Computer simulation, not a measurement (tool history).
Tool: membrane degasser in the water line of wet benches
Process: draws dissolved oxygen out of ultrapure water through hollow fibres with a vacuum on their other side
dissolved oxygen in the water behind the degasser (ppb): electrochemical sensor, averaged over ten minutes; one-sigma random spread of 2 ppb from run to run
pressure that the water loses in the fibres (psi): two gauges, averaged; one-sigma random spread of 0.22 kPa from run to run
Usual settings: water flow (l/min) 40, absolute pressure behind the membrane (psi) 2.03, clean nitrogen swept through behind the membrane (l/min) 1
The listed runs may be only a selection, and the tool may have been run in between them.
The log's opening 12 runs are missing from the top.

| run | day | water flow (l/min) | absolute pressure behind the membrane (psi) | clean nitrogen swept through behind the membrane (l/min) | hours since the membrane was changed | hours since the vacuum gauge was calibrated | hours since the vacuum lines were made tight | dissolved oxygen in the water behind the degasser (ppb) | pressure that the water loses in the fibres (psi) |
|---|---|---|---|---|---|---|---|---|---|
| 13 | 23.762 | 40 | 2.03 | 1 | 1858 | 2406 | 1076 | 821.9 | 7.699 |
| 14 | 26.283 | 40 | 2.03 | 1 | 1919 | 2466 | 1136 | 823.7 | 7.751 |
| 15 | 27.329 | 40 | 4.99 | 1 | 1944 | 2491 | 1161 | 2025.9 | 7.67 |
| 16 | 28.475 | 40 | 2.03 | 1 | 1971 | 2519 | 1189 | 821.5 | 7.651 |
| 17 | 30.871 | 40 | 3.68 | 0.54 | 2029 | 2576 | 1246 | 2282.6 | 7.704 |
| 18 | 31.921 | 30 | 3.68 | 0.44 | 2054 | 2601 | 1272 | 2160.9 | 5.774 |
| 19 | 33.092 | 50 | 3.52 | 1 | 2082 | 2629 | 1300 | 1727.1 | 9.619 |
| 20 | 34.896 | 50 | 3.52 | 1 | 2125 | 2673 | 1343 | 1734.8 | 9.619 |
| 21 | 36.588 | 50 | 3.52 | 1 | 2166 | 2713 | 1384 | 1732.5 | 9.632 |
| 22 | 37.75 | 50 | 3.52 | 1 | 2194 | 2741 | 1411 | 1729.9 | 9.664 |
| 23 | 39.604 | 30 | 1.48 | 1 | 2238 | 2786 | 1456 | 434.3 | 5.764 |
| 24 | 41.729 | 30 | 1.48 | 1 | 2289 | 2837 | 1507 | 437.6 | 5.72 |
| 25 | 43.608 | 30 | 1.48 | 1 | 2334 | 2882 | 1552 | 437.3 | 5.778 |
| 26 | 45.842 | 29 | 2.03 | 0.67 | 2388 | 2935 | 1606 | 866.9 | 5.606 |
| 27 | 46.983 | 58 | 2.03 | 1.14 | 2415 | 2963 | 1633 | 1012.7 | 11.133 |
| 28 | 48.342 | 32 | 1.49 | 2.53 | 2448 | 2995 | 1666 | 215.9 | 6.148 |
| 29 | 50.567 | 40 | 2.1 | 1 | 2502 | 3049 | 1719 | 863.7 | 7.699 |
|  | 50.812 | gauge calibrated |
| 30 | 52.783 | 62 | 2.03 | 0.49 | 2555 | 3102 | 1772 | 1716.3 | 11.858 |
| 31 | 54.567 | 62 | 2.03 | 0.49 | 2597 | 3145 | 1815 | 1713.4 | 11.924 |
| 32 | 56.692 | 62 | 3 | 0.49 | 2648 | 3196 | 1866 | 2526.8 | 11.925 |

Consider 4 possible next runs. They are alternatives, not a sequence: every one starts from the tool as it was left by run 32. What does each give?
| A | 58.158 | 50 | 3 | 0.54 | 2684 | 3231 | 1901 | ? | ? |
| B | 58.158 | 36 | 4.95 | 0.49 | 2684 | 3231 | 1901 | ? | ? |
| C | 58.158 | 25 | 4.22 | 0.51 | 2684 | 3231 | 1901 | ? | ? |
| D | 58.158 | 58 | 2.03 | 1 | 2684 | 3231 | 1901 | ? | ? |

| run | dissolved oxygen in the water behind the degasser (ppb) | pressure that the water loses in the fibres (psi) |
|---|---|---|
| A | 2125 | 9.581 |
| B | 2853 | 6.899 |
| C | 1981.2 | 4.802 |
| D | 1088.6 | 11.214 |
With no hidden state in the tool, these same runs would have given:
| run | dissolved oxygen in the water behind the degasser (ppb) | pressure that the water loses in the fibres (psi) |
|---|---|---|
| A | 2117.5 | 9.58 |
| B | 2843.1 | 6.898 |
| C | 1974.3 | 4.802 |
| D | 1084.6 | 11.211 |
